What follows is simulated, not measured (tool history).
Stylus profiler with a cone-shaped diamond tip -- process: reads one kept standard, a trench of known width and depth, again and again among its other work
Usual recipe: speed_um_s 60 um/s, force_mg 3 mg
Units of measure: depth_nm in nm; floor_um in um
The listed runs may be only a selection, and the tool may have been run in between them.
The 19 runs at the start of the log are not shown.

run	day	speed_um_s	force_mg	scans with this tip	hours of work since the height scale was calibrated	depth_nm	floor_um
20	17.817	60	4.64	10602	804	100.93	17.79
21	18.754	177	4.64	10734	814	100.95	17.29
# day 19.371: new tip fitted, height scale calibrated
22	20.038	177	4.64	94	7	100.96	17.26
23	21.288	177	4.64	270	20	100.97	17.32
24	22.433	67	3	431	33	100.66	17.69
25	23.096	67	3	525	40	100.73	17.64
26	23.838	51	3	630	48	100.68	17.71
27	25.012	51	3	796	60	100.71	17.76

Run 28, settings as shown, results not yet in. Your forecast:
28	25.679	16	1.72	889	67	?	?

{"run 28": {"depth_nm": 100.49, "floor_um": 17.86}}
If the tool had no hidden condition, the same run with the same run-to-run variation would have returned depth_nm 100.49 nm, floor_um 17.87 um.

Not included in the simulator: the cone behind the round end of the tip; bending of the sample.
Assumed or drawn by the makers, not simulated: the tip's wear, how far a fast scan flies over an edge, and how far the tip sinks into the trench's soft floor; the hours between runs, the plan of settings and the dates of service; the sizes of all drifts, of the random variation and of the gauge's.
